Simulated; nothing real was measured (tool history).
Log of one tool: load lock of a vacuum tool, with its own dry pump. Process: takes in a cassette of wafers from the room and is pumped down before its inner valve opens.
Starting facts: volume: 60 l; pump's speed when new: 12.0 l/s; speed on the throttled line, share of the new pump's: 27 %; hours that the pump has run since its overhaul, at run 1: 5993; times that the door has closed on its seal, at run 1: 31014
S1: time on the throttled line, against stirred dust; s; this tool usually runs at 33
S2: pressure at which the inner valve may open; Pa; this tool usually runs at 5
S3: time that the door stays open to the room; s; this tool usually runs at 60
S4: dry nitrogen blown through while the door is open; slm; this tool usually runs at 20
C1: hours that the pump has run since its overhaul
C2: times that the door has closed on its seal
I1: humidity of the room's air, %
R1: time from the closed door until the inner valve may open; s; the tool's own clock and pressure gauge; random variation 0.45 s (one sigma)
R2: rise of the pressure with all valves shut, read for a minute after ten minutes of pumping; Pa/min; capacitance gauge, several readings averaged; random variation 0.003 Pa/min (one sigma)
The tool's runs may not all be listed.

{"run": 1, "hour": 0.0, "S1": 33, "S2": 5, "S3": 60, "S4": 20, "C1": 5993, "C2": 31014, "I1": 42.3, "R1": 75.3, "R2": 0.021}
{"run": 2, "hour": 401.1, "S1": 33, "S2": 5, "S3": 60, "S4": 20, "C1": 6395, "C2": 32086, "I1": 45.4, "R1": 74.9, "R2": 0.023}
{"run": 3, "hour": 1012.1, "S1": 33, "S2": 5, "S3": 60, "S4": 20, "C1": 7006, "C2": 33718, "I1": 47.2, "R1": 73.6, "R2": 0.024}
{"run": 4, "hour": 1472.9, "S1": 33, "S2": 5, "S3": 60, "S4": 20, "C1": 7466, "C2": 34949, "I1": 42.7, "R1": 74.1, "R2": 0.023}
{"hour": 1749.6, "done": "door's seal changed, seat wiped"}
{"run": 5, "hour": 2104.1, "S1": 33, "S2": 5, "S3": 60, "S4": 20, "C1": 8096, "C2": 947, "I1": 42.3, "R1": 74.6, "R2": 0.026}
{"run": 6, "hour": 2782.4, "S1": 33, "S2": 5, "S3": 133, "S4": 20, "C1": 8774, "C2": 2758, "I1": 48.2, "R1": 74.7, "R2": 0.035}
{"run": 7, "hour": 3324.0, "S1": 33, "S2": 5, "S3": 133, "S4": 20, "C1": 9316, "C2": 4205, "I1": 43.4, "R1": 74.3, "R2": 0.026}
{"run": 8, "hour": 3979.2, "S1": 33, "S2": 5, "S3": 60, "S4": 10, "C1": 9971, "C2": 5955, "I1": 47.7, "R1": 74.4, "R2": 0.027}
{"run": 9, "hour": 4659.1, "S1": 33, "S2": 5, "S3": 60, "S4": 20, "C1": 10651, "C2": 7771, "I1": 42, "R1": 74.4, "R2": 0.024}
{"run": 10, "hour": 5358.5, "S1": 33, "S2": 7, "S3": 60, "S4": 20, "C1": 11350, "C2": 9639, "I1": 45, "R1": 72.9, "R2": 0.027}
{"run": 11, "hour": 5787.5, "S1": 33, "S2": 7, "S3": 60, "S4": 20, "C1": 11779, "C2": 10785, "I1": 44.9, "R1": 72.8, "R2": 0.025}
{"run": 12, "hour": 6478.6, "S1": 33, "S2": 7, "S3": 60, "S4": 7, "C1": 12471, "C2": 12631, "I1": 44.9, "R1": 72.8, "R2": 0.03}
{"run": 13, "hour": 6950.6, "S1": 33, "S2": 7, "S3": 60, "S4": 7, "C1": 12943, "C2": 13892, "I1": 45.1, "R1": 72, "R2": 0.027}
{"hour": 7336.6, "done": "dry pump taken out, an overhauled one fitted"}
{"run": 14, "hour": 7382.1, "S1": 18, "S2": 5, "S3": 60, "S4": 20, "C1": 45, "C2": 15028, "I1": 43.6, "R1": 63.8, "R2": 0.022}
{"run": 15, "hour": 7822.0, "S1": 33, "S2": 5, "S3": 36, "S4": 44, "C1": 485, "C2": 16203, "I1": 43.6, "R1": 73.9, "R2": 0.016}
{"run": 16, "hour": 8218.3, "S1": 35, "S2": 6, "S3": 71, "S4": 5, "C1": 882, "C2": 17262, "I1": 42.5, "R1": 74.7, "R2": 0.029}
{"run": 17, "hour": 8689.7, "S1": 35, "S2": 6, "S3": 71, "S4": 5, "C1": 1353, "C2": 18521, "I1": 44.5, "R1": 75.3, "R2": 0.031}
{"run": 18, "hour": 9288.4, "S1": 35, "S2": 6, "S3": 71, "S4": 5, "C1": 1952, "C2": 20120, "I1": 46, "R1": 74.4, "R2": 0.032}
{"run": 19, "hour": 9628.0, "S1": 33, "S2": 5, "S3": 60, "S4": 20, "C1": 2291, "C2": 21027, "I1": 46.3, "R1": 74.5, "R2": 0.03}
{"run": 20, "hour": 10180.5, "S1": 34, "S2": 7, "S3": 144, "S4": 6, "C1": 2844, "C2": 22503, "I1": 45.3, "R1": 72.3, "R2": 0.043}
{"run": 21, "hour": 10724.8, "S1": 35, "S2": 10, "S3": 144, "S4": 6, "C1": 3388, "C2": 23956, "I1": 42.4, "R1": 71.9, "R2": 0.04}
{"run": 22, "hour": 11080.1, "S1": 35, "S2": 10, "S3": 144, "S4": 6, "C1": 3743, "C2": 24905, "I1": 45.2, "R1": 72.6, "R2": 0.04}
{"run": 23, "hour": 11664.9, "S1": 35, "S2": 10, "S3": 144, "S4": 6, "C1": 4328, "C2": 26468, "I1": 47.3, "R1": 72.3, "R2": 0.046}
{"run": 24, "hour": 12144.2, "S1": 64, "S2": 5, "S3": 60, "S4": 6, "C1": 4808, "C2": 27748, "I1": 44.8, "R1": 97, "R2": 0.026}
{"run": 25, "hour": 12446.7, "S1": 33, "S2": 6, "S3": 35, "S4": 20, "C1": 5110, "C2": 28556, "I1": 46.2, "R1": 73.3, "R2": 0.022}
{"run": 26, "hour": 12776.5, "S1": 66, "S2": 5, "S3": 177, "S4": 20, "C1": 5440, "C2": 29437, "I1": 44.6, "R1": 97.9, "R2": 0.037}
{"run": 27, "hour": 13074.4, "S1": 66, "S2": 5, "S3": 177, "S4": 20, "C1": 5738, "C2": 30232, "I1": 43.2, "R1": 98.5, "R2": 0.035}
{"run": 28, "hour": 13688.5, "S1": 33, "S2": 5, "S3": 62, "S4": 7, "C1": 6352, "C2": 31873, "I1": 44.7, "R1": 73.6, "R2": 0.035}

Each row is a separate what-if for the run after 28, all from the same tool condition, not one after another. Results?
{"run": "A", "hour": 14384.7, "S1": 33, "S2": 4, "S3": 51, "S4": 11, "C1": 7048, "C2": 33732, "I1": 45.2, "R1": "?", "R2": "?"}
{"run": "B", "hour": 14384.7, "S1": 33, "S2": 6, "S3": 106, "S4": 7, "C1": 7048, "C2": 33732, "I1": 45.2, "R1": "?", "R2": "?"}
{"run": "C", "hour": 14384.7, "S1": 22, "S2": 4, "S3": 37, "S4": 7, "C1": 7048, "C2": 33732, "I1": 46.1, "R1": "?", "R2": "?"}
{"run": "D", "hour": 14384.7, "S1": 33, "S2": 5, "S3": 86, "S4": 20, "C1": 7048, "C2": 33732, "I1": 45.7, "R1": "?", "R2": "?"}
{"run": "E", "hour": 14384.7, "S1": 33, "S2": 6, "S3": 50, "S4": 7, "C1": 7048, "C2": 33732, "I1": 43.9, "R1": "?", "R2": "?"}

run=A R1=75.8 R2=0.029
run=B R1=73.1 R2=0.035
run=C R1=67.9 R2=0.025
run=D R1=74.7 R2=0.028
run=E R1=73.2 R2=0.033
Without the tool's unlogged condition, the same runs would have read:
run=A R1=75.8 R2=0.028
run=B R1=73.1 R2=0.034
run=C R1=67.9 R2=0.024
run=D R1=74.7 R2=0.027
run=E R1=73.2 R2=0.032
